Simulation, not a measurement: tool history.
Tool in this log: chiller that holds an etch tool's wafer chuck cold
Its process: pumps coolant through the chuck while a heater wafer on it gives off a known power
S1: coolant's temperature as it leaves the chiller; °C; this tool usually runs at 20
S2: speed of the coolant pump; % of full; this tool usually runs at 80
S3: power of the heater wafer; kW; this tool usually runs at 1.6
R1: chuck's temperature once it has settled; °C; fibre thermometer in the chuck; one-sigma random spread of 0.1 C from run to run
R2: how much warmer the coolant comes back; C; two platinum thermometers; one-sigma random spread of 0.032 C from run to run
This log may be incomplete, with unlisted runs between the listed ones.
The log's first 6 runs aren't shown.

run	hour	S1	S2	S3	R1	R2
7	1071.1	20	80	1.6	32.6	3.35
8	1227.7	24	80	1.6	36.5	3.31
9	1402.4	20	80	1.258	29.9	2.54
10	1595.3	20	80	1.258	30	2.49
11	1726.3	20	80	1.258	29.8	2.48
12	1918.3	20	80	1.258	29.9	2.44
13	2007.4	20	80	1.258	29.8	2.54
14	2165.3	20	80	1.6	32.5	3.22
# hour 2205: chiller's thermometer calibrated
15	2324.6	20	80	1.6	32.7	3.17
16	2436.9	20	80	1.6	32.4	3.15
17	2552.3	20	80	1.238	29.6	2.36
18	2694.5	18	75	1.621	31.3	3.45
19	2898.8	25	68	0.827	32.4	1.78

For run 20, what comes out?
20	3098.1	11	66	2.234	?	?

Logged for run 20: R1 31.8 °C, R2 5.61 C.
If the tool had no hidden condition, the same run with the same run-to-run variation would have returned R1 31.8 °C, R2 5.96 C.
